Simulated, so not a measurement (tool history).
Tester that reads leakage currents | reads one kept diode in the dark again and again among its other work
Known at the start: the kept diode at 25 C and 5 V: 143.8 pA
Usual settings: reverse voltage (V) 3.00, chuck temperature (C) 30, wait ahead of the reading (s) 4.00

run	hour	reverse voltage (V)	chuck temperature (C)	wait ahead of the reading (s)	current that the tester gives (pA)
1	0.0	3.00	30	4.00	171.91
# hour 152.5: probe card cleaned and baked
2	168.4	3.00	30	4.00	170.89
3	310.4	3.00	30	4.00	172.23
4	420.1	3.00	30	0.67	171.29
5	543.5	3.00	30	0.67	171.99
6	618.6	3.00	26	4.00	120.02
# hour 755.2: chuck's temperature calibrated
7	800.4	17.23	26	4.00	302.54
8	932.8	17.23	26	4.00	302.93
9	1010.7	17.23	26	4.00	301.76
10	1096.9	17.23	26	4.00	302.03
11	1242.1	17.23	26	4.00	302.38
12	1363.9	17.23	26	4.00	302.87
13	1484.3	17.23	26	4.00	302.04
14	1617.9	6.51	30	4.00	258.02
15	1703.6	6.51	30	4.00	258.42
16	1870.6	8.85	27	2.27	233.01
17	1974.9	8.85	49	2.27	1461.21
18	2048.3	1.74	44	0.49	418.24
# hour 2081.0: chuck's temperature calibrated
19	2158.6	1.74	44	0.49	417.80
20	2240.8	3.00	56	4.00	1408.41
21	2335.5	3.00	28	4.00	144.57
22	2477.9	3.00	30	1.09	172.57
23	2622.2	3.00	30	1.09	171.95
24	2794.2	3.00	30	1.09	172.58
25	2901.7	9.46	30	2.90	314.96
26	3047.9	9.46	30	2.90	315.25
27	3148.5	9.46	30	2.90	315.69
28	3225.5	3.00	26	8.30	120.84
29	3349.2	3.00	26	8.30	120.34
# hour 3404.6: chuck's temperature calibrated
30	3504.1	3.00	26	8.30	120.04

Measured less the same run without the tool's hidden state. The same run-to-run variation is in both; the gauge's scatter may not be:
The hidden state here: stray current of the dirty probe card, pA a volt; current scale over the true one, %; true chuck temperature over the reading, C; drift of the gauge itself on leakage_pa, %.
run	current that the tester gives (pA)
1	-0.19
2	-0.34
3	-0.41
4	-0.44
5	-0.49
6	-0.37
7	+0.04
8	-0.04
9	-0.08
10	-0.13
11	-0.22
12	-0.28
13	-0.36
14	-0.46
15	-0.51
16	-0.50
17	-3.60
18	-1.14
19	+0.11
20	+0.13
21	+0.03
22	-0.04
23	-0.09
24	-0.15
25	-0.25
26	-0.34
27	-0.41
28	-0.20
29	-0.23
30	+0.06
